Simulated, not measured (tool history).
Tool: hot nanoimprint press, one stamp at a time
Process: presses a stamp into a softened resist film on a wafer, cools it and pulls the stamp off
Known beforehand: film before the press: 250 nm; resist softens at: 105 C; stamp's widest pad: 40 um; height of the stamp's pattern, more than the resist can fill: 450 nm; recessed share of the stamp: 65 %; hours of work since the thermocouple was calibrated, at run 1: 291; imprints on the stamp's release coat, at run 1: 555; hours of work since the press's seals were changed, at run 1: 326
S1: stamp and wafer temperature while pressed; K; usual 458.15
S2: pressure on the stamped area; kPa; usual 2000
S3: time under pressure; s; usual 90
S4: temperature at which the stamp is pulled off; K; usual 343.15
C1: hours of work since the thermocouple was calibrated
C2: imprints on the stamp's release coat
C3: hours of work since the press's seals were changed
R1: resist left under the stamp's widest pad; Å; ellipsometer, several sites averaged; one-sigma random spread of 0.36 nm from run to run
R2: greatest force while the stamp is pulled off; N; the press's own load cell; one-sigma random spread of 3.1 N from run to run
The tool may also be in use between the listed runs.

run,hour,S1,S2,S3,S4,C1,C2,C3,R1,R2
1,0,458.15,2000,90,343.15,291,555,326,1177,175
2,8.9,458.15,2000,90,343.15,297,575,332,1184,175
3,26,458.15,2000,90,343.15,308,613,343,1182,176
4,36.7,458.15,2000,90,343.15,315,637,350,1182,178
5,54.1,458.15,2000,90,343.15,327,676,361,1191,169
6,64.9,458.15,2000,90,336.15,334,700,368,1184,217
7,82.5,458.15,2000,122,343.15,345,740,380,1065,184
8,95.2,448.15,2000,90,343.15,353,769,388,1702,179
9,105.6,448.15,2000,90,343.15,360,792,394,1694,177
10,116.9,462.15,1990,163,337.15,367,817,402,823,212
11,128.7,462.15,1990,163,337.15,375,844,410,819,224
12,145.2,462.15,1990,163,337.15,386,881,420,823,225
13,158.9,462.15,1990,163,337.15,395,912,429,821,225
14,167.9,462.15,1990,163,337.15,400,932,435,824,226
15,183.2,458.15,1500,80,343.15,410,966,445,1411,196
16,197.6,469.15,1960,119,343.15,420,999,454,722,190

Each row is a separate what-if for the run after 16, all from the same tool condition, not one after another. Results?
A,208.4,448.15,2000,125,343.15,427,1023,461,?,?
B,208.4,469.15,2480,119,343.15,427,1023,461,?,?
C,208.4,450.15,2000,90,342.15,427,1023,461,?,?
D,208.4,465.15,2410,77,343.15,427,1023,461,?,?
E,208.4,458.15,1430,68,341.15,427,1023,461,?,?

run,R1,R2
A,1560,196
B,639,193
C,1603,202
D,892,189
E,1519,209
Without the tool's unlogged condition, the same runs would have read:
run,R1,R2
A,1484,146
B,600,143
C,1528,150
D,839,140
E,1457,156
